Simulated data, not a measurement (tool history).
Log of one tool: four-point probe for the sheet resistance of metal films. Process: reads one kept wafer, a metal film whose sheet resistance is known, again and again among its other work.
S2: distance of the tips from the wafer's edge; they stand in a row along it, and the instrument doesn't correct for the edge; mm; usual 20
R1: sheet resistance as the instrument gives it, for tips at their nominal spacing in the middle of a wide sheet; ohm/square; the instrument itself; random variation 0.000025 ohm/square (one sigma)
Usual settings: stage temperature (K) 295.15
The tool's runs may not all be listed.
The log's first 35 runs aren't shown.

Run 36, day 125.783: usual settings but stage temperature (K) 298.15, S2 4 mm. Result: R1 0.129210 ohm/square.
Run 37, day 128.808: usual settings but stage temperature (K) 298.15, S2 4 mm. Result: R1 0.129224 ohm/square.
Run 38, day 132.717: usual settings but stage temperature (K) 296.15, S2 18 mm. Result: R1 0.127797 ohm/square.
Run 39, day 136.338: usual settings but S2 4 mm. Result: R1 0.129548 ohm/square.
Run 40, day 138.617: usual settings but S2 4 mm. Result: R1 0.129590 ohm/square.
Run 41, day 143.600: usual settings but stage temperature (K) 298.15, S2 7 mm. Result: R1 0.128168 ohm/square.
Run 42, day 147.421: usual settings but stage temperature (K) 294.15, S2 21 mm. Result: R1 0.128062 ohm/square.
Run 43, day 151.533: usual settings but stage temperature (K) 293.15, S2 57 mm. Result: R1 0.128190 ohm/square.
Run 44, day 154.629: usual settings but stage temperature (K) 293.15, S2 57 mm. Result: R1 0.128195 ohm/square.

Forecast each of these 3 alternatives for the next run:
At day 158.558: new probe head fitted.
Run A, day 159.108: usual settings but S2 65 mm. Result: R1 ?.
At day 158.558: new probe head fitted.
Run B, day 159.108: usual settings but stage temperature (K) 302.15, S2 68 mm. Result: R1 ?.
At day 158.558: new probe head fitted.
Run C, day 159.108: usual settings but stage temperature (K) 294.15, S2 6 mm. Result: R1 ?.

run        R1
  A  0.125781
  B  0.125187
  C  0.126602
Without the tool's hidden state the same runs would have given:
run        R1
  A  0.126002
  B  0.125408
  C  0.126824
